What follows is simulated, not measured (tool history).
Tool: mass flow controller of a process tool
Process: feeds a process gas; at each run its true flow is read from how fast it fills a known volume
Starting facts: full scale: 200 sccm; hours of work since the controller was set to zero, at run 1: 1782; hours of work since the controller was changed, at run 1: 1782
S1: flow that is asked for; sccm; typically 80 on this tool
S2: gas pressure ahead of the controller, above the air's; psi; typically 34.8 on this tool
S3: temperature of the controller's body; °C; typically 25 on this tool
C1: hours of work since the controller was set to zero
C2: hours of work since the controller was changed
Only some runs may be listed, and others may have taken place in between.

run 1 hour=0.0 | S1=80 S2=34.8 S3=25 | C1=1782 C2=1782 | true_flow_(%)=98.64
run 2 hour=177.0 | S1=80 S2=34.8 S3=38 | C1=1840 C2=1840 | true_flow_(%)=97.62
run 3 hour=323.0 | S1=80 S2=34.8 S3=38 | C1=1888 C2=1888 | true_flow_(%)=97.68
run 4 hour=480.6 | S1=80 S2=34.4 S3=25 | C1=1940 C2=1940 | true_flow_(%)=98.50
run 5 hour=589.5 | S1=80 S2=34.4 S3=25 | C1=1976 C2=1976 | true_flow_(%)=98.55
run 6 hour=783.4 | S1=80 S2=34.8 S3=25 | C1=2040 C2=2040 | true_flow_(%)=98.50
run 7 hour=967.2 | S1=80 S2=34.8 S3=25 | C1=2100 C2=2100 | true_flow_(%)=98.48
run 8 hour=1137.9 | S1=80 S2=34.8 S3=25 | C1=2157 C2=2157 | true_flow_(%)=98.43
run 9 hour=1237.4 | S1=80 S2=34.8 S3=25 | C1=2189 C2=2189 | true_flow_(%)=98.41
run 10 hour=1409.2 | S1=80 S2=35.2 S3=25 | C1=2246 C2=2246 | true_flow_(%)=98.49
run 11 hour=1525.7 | S1=80 S2=35.2 S3=25 | C1=2284 C2=2284 | true_flow_(%)=98.45
run 12 hour=1628.0 | S1=80 S2=35.2 S3=36 | C1=2318 C2=2318 | true_flow_(%)=97.55
run 13 hour=1723.7 | S1=80 S2=35.2 S3=36 | C1=2350 C2=2350 | true_flow_(%)=97.59
run 14 hour=1838.5 | S1=80 S2=35.2 S3=36 | C1=2387 C2=2387 | true_flow_(%)=97.62
run 15 hour=2026.7 | S1=80 S2=35.2 S3=36 | C1=2449 C2=2449 | true_flow_(%)=97.60
run 16 hour=2165.0 | S1=80 S2=35.2 S3=36 | C1=2495 C2=2495 | true_flow_(%)=97.54
run 17 hour=2267.9 | S1=80 S2=35.2 S3=36 | C1=2529 C2=2529 | true_flow_(%)=97.57
run 18 hour=2378.6 | S1=80 S2=35.2 S3=36 | C1=2565 C2=2565 | true_flow_(%)=97.43
run 19 hour=2604.6 | S1=33 S2=34.8 S3=25 | C1=2640 C2=2640 | true_flow_(%)=97.75
run 20 hour=2752.5 | S1=33 S2=34.8 S3=25 | C1=2688 C2=2688 | true_flow_(%)=97.62
run 21 hour=2950.1 | S1=33 S2=34.8 S3=25 | C1=2753 C2=2753 | true_flow_(%)=97.63
run 22 hour=3124.0 | S1=33 S2=34.8 S3=24 | C1=2811 C2=2811 | true_flow_(%)=97.62
run 23 hour=3334.2 | S1=33 S2=34.8 S3=34 | C1=2880 C2=2880 | true_flow_(%)=97.02
run 24 hour=3529.5 | S1=33 S2=34.8 S3=34 | C1=2944 C2=2944 | true_flow_(%)=96.96
run 25 hour=3667.9 | S1=33 S2=34.8 S3=34 | C1=2990 C2=2990 | true_flow_(%)=96.88
run 26 hour=3894.7 | S1=33 S2=34.8 S3=34 | C1=3065 C2=3065 | true_flow_(%)=96.85
run 27 hour=4119.7 | S1=28 S2=22.8 S3=25 | C1=3139 C2=3139 | true_flow_(%)=97.18
run 28 hour=4312.7 | S1=155 S2=26.1 S3=25 | C1=3202 C2=3202 | true_flow_(%)=98.90
run 29 hour=4462.3 | S1=22 S2=36.3 S3=22 | C1=3251 C2=3251 | true_flow_(%)=97.67
run 30 hour=4643.4 | S1=22 S2=36.3 S3=22 | C1=3311 C2=3311 | true_flow_(%)=97.65
run 31 hour=4843.4 | S1=22 S2=36.3 S3=22 | C1=3377 C2=3377 | true_flow_(%)=97.54
run 32 hour=5016.6 | S1=32 S2=35.2 S3=22 | C1=3434 C2=3434 | true_flow_(%)=97.71
run 33 hour=5174.6 | S1=32 S2=20.5 S3=22 | C1=3486 C2=3486 | true_flow_(%)=97.36
run 34 hour=5278.0 | S1=80 S2=34.8 S3=37 | C1=3520 C2=3520 | true_flow_(%)=97.01
run 35 hour=5436.2 | S1=69 S2=24.5 S3=37 | C1=3572 C2=3572 | true_flow_(%)=96.70
run 36 hour=5552.0 | S1=68 S2=24.5 S3=37 | C1=3610 C2=3610 | true_flow_(%)=96.67
run 37 hour=5650.1 | S1=68 S2=24.5 S3=37 | C1=3643 C2=3643 | true_flow_(%)=96.63
run 38 hour=5770.8 | S1=68 S2=24.5 S3=37 | C1=3682 C2=3682 | true_flow_(%)=96.44
run 39 hour=5932.2 | S1=27 S2=34.4 S3=25 | C1=3736 C2=3736 | true_flow_(%)=97.17
-- hour=5980.3 gauge calibrated
run 40 hour=6076.6 | S1=94 S2=27.4 S3=26 | C1=3783 C2=3783 | true_flow_(%)=98.63
run 41 hour=6233.3 | S1=94 S2=27.4 S3=26 | C1=3835 C2=3835 | true_flow_(%)=98.41
run 42 hour=6363.7 | S1=94 S2=27.4 S3=26 | C1=3878 C2=3878 | true_flow_(%)=98.51

Each row is a separate what-if for the run after 42, all from the same tool condition, not one after another. Results?
run A hour=6496.7 | S1=80 S2=37.1 S3=25 | C1=3922 C2=3922 | true_flow_(%)=?
run B hour=6496.7 | S1=74 S2=27.4 S3=26 | C1=3922 C2=3922 | true_flow_(%)=?
run C hour=6496.7 | S1=79 S2=24.1 S3=26 | C1=3922 C2=3922 | true_flow_(%)=?
run D hour=6496.7 | S1=80 S2=34.8 S3=27 | C1=3922 C2=3922 | true_flow_(%)=?

run=A true_flow_(%)=98.54
run=B true_flow_(%)=98.15
run=C true_flow_(%)=98.12
run=D true_flow_(%)=98.58
Had the tool no hidden state, the same runs would have come out as:
run=A true_flow_(%)=98.61
run=B true_flow_(%)=98.21
run=C true_flow_(%)=98.18
run=D true_flow_(%)=98.64
